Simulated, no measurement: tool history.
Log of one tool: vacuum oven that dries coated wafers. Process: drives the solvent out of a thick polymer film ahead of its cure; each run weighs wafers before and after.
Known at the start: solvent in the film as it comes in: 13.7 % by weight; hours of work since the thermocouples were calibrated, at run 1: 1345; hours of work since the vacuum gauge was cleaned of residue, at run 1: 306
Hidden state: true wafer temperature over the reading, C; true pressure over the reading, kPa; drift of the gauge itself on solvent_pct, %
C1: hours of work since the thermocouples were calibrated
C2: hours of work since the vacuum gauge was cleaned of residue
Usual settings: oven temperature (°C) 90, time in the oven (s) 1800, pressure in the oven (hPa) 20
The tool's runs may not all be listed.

{"run": 1, "hour": 0.0, "oven temperature (°C)": 90, "time in the oven (s)": 1800, "pressure in the oven (hPa)": 20, "C1": 1345, "C2": 306, "solvent left in the film (%)": 1.48}
{"run": 2, "hour": 21.4, "oven temperature (°C)": 90, "time in the oven (s)": 1800, "pressure in the oven (hPa)": 20, "C1": 1355, "C2": 315, "solvent left in the film (%)": 1.59}
{"run": 3, "hour": 41.0, "oven temperature (°C)": 90, "time in the oven (s)": 1800, "pressure in the oven (hPa)": 20.5, "C1": 1364, "C2": 325, "solvent left in the film (%)": 1.56}
{"run": 4, "hour": 64.3, "oven temperature (°C)": 90, "time in the oven (s)": 1800, "pressure in the oven (hPa)": 20.5, "C1": 1375, "C2": 335, "solvent left in the film (%)": 1.55}
{"run": 5, "hour": 85.6, "oven temperature (°C)": 90, "time in the oven (s)": 1800, "pressure in the oven (hPa)": 20.5, "C1": 1385, "C2": 345, "solvent left in the film (%)": 1.56}
{"run": 6, "hour": 103.2, "oven temperature (°C)": 90, "time in the oven (s)": 1800, "pressure in the oven (hPa)": 20.5, "C1": 1393, "C2": 353, "solvent left in the film (%)": 1.56}
{"run": 7, "hour": 118.3, "oven temperature (°C)": 90, "time in the oven (s)": 1800, "pressure in the oven (hPa)": 20.5, "C1": 1400, "C2": 361, "solvent left in the film (%)": 1.52}
{"run": 8, "hour": 137.2, "oven temperature (°C)": 90, "time in the oven (s)": 1800, "pressure in the oven (hPa)": 20.5, "C1": 1409, "C2": 369, "solvent left in the film (%)": 1.56}
{"run": 9, "hour": 152.9, "oven temperature (°C)": 90, "time in the oven (s)": 1800, "pressure in the oven (hPa)": 20, "C1": 1416, "C2": 377, "solvent left in the film (%)": 1.49}
{"run": 10, "hour": 172.9, "oven temperature (°C)": 87, "time in the oven (s)": 1800, "pressure in the oven (hPa)": 20, "C1": 1426, "C2": 386, "solvent left in the film (%)": 2.02}
{"run": 11, "hour": 189.0, "oven temperature (°C)": 87, "time in the oven (s)": 1800, "pressure in the oven (hPa)": 20, "C1": 1433, "C2": 393, "solvent left in the film (%)": 2.01}
{"run": 12, "hour": 210.9, "oven temperature (°C)": 83, "time in the oven (s)": 1320, "pressure in the oven (hPa)": 10.8, "C1": 1443, "C2": 404, "solvent left in the film (%)": 3.69}
{"run": 13, "hour": 229.4, "oven temperature (°C)": 83, "time in the oven (s)": 1320, "pressure in the oven (hPa)": 10.8, "C1": 1452, "C2": 412, "solvent left in the film (%)": 3.67}
{"run": 14, "hour": 254.1, "oven temperature (°C)": 83, "time in the oven (s)": 1320, "pressure in the oven (hPa)": 10.8, "C1": 1463, "C2": 424, "solvent left in the film (%)": 3.65}
{"run": 15, "hour": 265.9, "oven temperature (°C)": 90, "time in the oven (s)": 2280, "pressure in the oven (hPa)": 41.6, "C1": 1469, "C2": 429, "solvent left in the film (%)": 1.82}
{"run": 16, "hour": 277.5, "oven temperature (°C)": 90, "time in the oven (s)": 2280, "pressure in the oven (hPa)": 41.6, "C1": 1474, "C2": 434, "solvent left in the film (%)": 1.8}
{"run": 17, "hour": 301.1, "oven temperature (°C)": 88, "time in the oven (s)": 2100, "pressure in the oven (hPa)": 59.8, "C1": 1485, "C2": 445, "solvent left in the film (%)": 2.83}
{"run": 18, "hour": 320.4, "oven temperature (°C)": 88, "time in the oven (s)": 2100, "pressure in the oven (hPa)": 59.8, "C1": 1494, "C2": 454, "solvent left in the film (%)": 2.87}
{"run": 19, "hour": 331.8, "oven temperature (°C)": 86, "time in the oven (s)": 1800, "pressure in the oven (hPa)": 12.2, "C1": 1499, "C2": 460, "solvent left in the film (%)": 1.95}

4 ways to go on from here, each from the tool as it stands after run 19. What would each give?
{"run": "A", "hour": 347.1, "oven temperature (°C)": 90, "time in the oven (s)": 1860, "pressure in the oven (hPa)": 50.9, "C1": 1507, "C2": 467, "solvent left in the film (%)": "?"}
{"run": "B", "hour": 347.1, "oven temperature (°C)": 86, "time in the oven (s)": 1920, "pressure in the oven (hPa)": 12.2, "C1": 1507, "C2": 467, "solvent left in the film (%)": "?"}
{"run": "C", "hour": 347.1, "oven temperature (°C)": 90, "time in the oven (s)": 1140, "pressure in the oven (hPa)": 20, "C1": 1507, "C2": 467, "solvent left in the film (%)": "?"}
{"run": "D", "hour": 347.1, "oven temperature (°C)": 97, "time in the oven (s)": 1800, "pressure in the oven (hPa)": 12.2, "C1": 1507, "C2": 467, "solvent left in the film (%)": "?"}

run=A solvent_left_in_the_film_(%)=2.38
run=B solvent_left_in_the_film_(%)=1.76
run=C solvent_left_in_the_film_(%)=2.81
run=D solvent_left_in_the_film_(%)=0.57
Without the tool's hidden state the same runs would have given:
run=A solvent_left_in_the_film_(%)=2.76
run=B solvent_left_in_the_film_(%)=2.16
run=C solvent_left_in_the_film_(%)=3.31
run=D solvent_left_in_the_film_(%)=0.7
